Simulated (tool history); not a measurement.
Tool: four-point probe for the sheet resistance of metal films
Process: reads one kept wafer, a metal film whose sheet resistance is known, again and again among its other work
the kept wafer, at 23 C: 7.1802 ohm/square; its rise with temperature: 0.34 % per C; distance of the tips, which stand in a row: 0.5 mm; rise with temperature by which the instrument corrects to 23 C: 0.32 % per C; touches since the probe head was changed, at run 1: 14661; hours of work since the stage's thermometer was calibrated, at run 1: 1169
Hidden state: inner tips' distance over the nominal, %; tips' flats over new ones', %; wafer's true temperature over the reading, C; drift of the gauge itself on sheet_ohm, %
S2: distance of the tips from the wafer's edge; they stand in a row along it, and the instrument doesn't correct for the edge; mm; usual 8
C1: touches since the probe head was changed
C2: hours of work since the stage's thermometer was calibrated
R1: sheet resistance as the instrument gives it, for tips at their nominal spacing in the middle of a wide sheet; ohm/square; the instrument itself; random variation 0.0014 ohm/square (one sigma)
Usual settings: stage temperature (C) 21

{"run": 1, "day": 0.0, "stage temperature (C)": 21, "S2": 8, "C1": 14661, "C2": 1169, "R1": 7.183421}
{"run": 2, "day": 0.754, "stage temperature (C)": 21, "S2": 8, "C1": 15011, "C2": 1181, "R1": 7.180758}
{"run": 3, "day": 1.738, "stage temperature (C)": 21, "S2": 8, "C1": 15465, "C2": 1196, "R1": 7.179238}
{"run": 4, "day": 3.083, "stage temperature (C)": 21, "S2": 8, "C1": 16088, "C2": 1216, "R1": 7.18335}
{"run": 5, "day": 4.333, "stage temperature (C)": 21, "S2": 8, "C1": 16667, "C2": 1236, "R1": 7.180981}
{"run": 6, "day": 5.15, "stage temperature (C)": 21, "S2": 7, "C1": 17046, "C2": 1248, "R1": 7.182452}
{"run": 7, "day": 6.638, "stage temperature (C)": 21, "S2": 7, "C1": 17734, "C2": 1271, "R1": 7.185254}
{"run": 8, "day": 7.308, "stage temperature (C)": 21, "S2": 7, "C1": 18045, "C2": 1281, "R1": 7.185005}
{"run": 9, "day": 8.262, "stage temperature (C)": 21, "S2": 7, "C1": 18486, "C2": 1296, "R1": 7.184141}
{"run": 10, "day": 9.162, "stage temperature (C)": 21, "S2": 8, "C1": 18904, "C2": 1310, "R1": 7.176593}
{"run": 11, "day": 10.025, "stage temperature (C)": 27, "S2": 8, "C1": 19302, "C2": 1323, "R1": 7.186729}
{"run": 12, "day": 11.5, "stage temperature (C)": 27, "S2": 8, "C1": 19986, "C2": 1346, "R1": 7.184203}
{"run": 13, "day": 13.025, "stage temperature (C)": 27, "S2": 8, "C1": 20691, "C2": 1369, "R1": 7.181576}
{"run": 14, "day": 14.004, "stage temperature (C)": 27, "S2": 8, "C1": 21144, "C2": 1384, "R1": 7.182412}
{"run": 15, "day": 14.717, "stage temperature (C)": 28, "S2": 7, "C1": 21474, "C2": 1395, "R1": 7.188124}
{"day": 14.808, "done": "stage's thermometer calibrated"}
{"run": 16, "day": 16.029, "stage temperature (C)": 32, "S2": 5, "C1": 22073, "C2": 19, "R1": 7.209093}
{"run": 17, "day": 16.683, "stage temperature (C)": 30, "S2": 25, "C1": 22374, "C2": 29, "R1": 7.169536}
{"run": 18, "day": 18.212, "stage temperature (C)": 21, "S2": 4, "C1": 23083, "C2": 52, "R1": 7.216847}
{"day": 18.675, "done": "stage's thermometer calibrated, once more"}
{"run": 19, "day": 19.604, "stage temperature (C)": 33, "S2": 18, "C1": 23717, "C2": 14, "R1": 7.185765}
{"run": 20, "day": 20.733, "stage temperature (C)": 29, "S2": 4, "C1": 24241, "C2": 32, "R1": 7.241594}
{"run": 21, "day": 22.054, "stage temperature (C)": 21, "S2": 43, "C1": 24852, "C2": 52, "R1": 7.172414}
{"run": 22, "day": 23.083, "stage temperature (C)": 34, "S2": 50, "C1": 25328, "C2": 68, "R1": 7.184974}
{"run": 23, "day": 24.171, "stage temperature (C)": 25, "S2": 10, "C1": 25832, "C2": 84, "R1": 7.184014}
{"run": 24, "day": 25.421, "stage temperature (C)": 30, "S2": 13, "C1": 26411, "C2": 103, "R1": 7.184418}
{"run": 25, "day": 26.7, "stage temperature (C)": 22, "S2": 20, "C1": 27003, "C2": 123, "R1": 7.173921}
{"run": 26, "day": 28.271, "stage temperature (C)": 23, "S2": 30, "C1": 27731, "C2": 147, "R1": 7.170173}
{"run": 27, "day": 29.142, "stage temperature (C)": 23, "S2": 30, "C1": 28133, "C2": 161, "R1": 7.171531}
{"run": 28, "day": 29.788, "stage temperature (C)": 27, "S2": 54, "C1": 28433, "C2": 170, "R1": 7.172483}

Forecast each of these 4 alternatives for the next run:
{"run": "A", "day": 30.804, "stage temperature (C)": 23, "S2": 6, "C1": 28902, "C2": 186, "R1": "?"}
{"run": "B", "day": 30.804, "stage temperature (C)": 21, "S2": 24, "C1": 28902, "C2": 186, "R1": "?"}
{"run": "C", "day": 30.804, "stage temperature (C)": 19, "S2": 8, "C1": 28902, "C2": 186, "R1": "?"}
{"run": "D", "day": 30.804, "stage temperature (C)": 22, "S2": 5, "C1": 28902, "C2": 186, "R1": "?"}

run=A R1=7.198452
run=B R1=7.169886
run=C R1=7.180684
run=D R1=7.206255
Without the tool's hidden state the same runs would have given:
run=A R1=7.208760
run=B R1=7.180156
run=C R1=7.190968
run=D R1=7.216572

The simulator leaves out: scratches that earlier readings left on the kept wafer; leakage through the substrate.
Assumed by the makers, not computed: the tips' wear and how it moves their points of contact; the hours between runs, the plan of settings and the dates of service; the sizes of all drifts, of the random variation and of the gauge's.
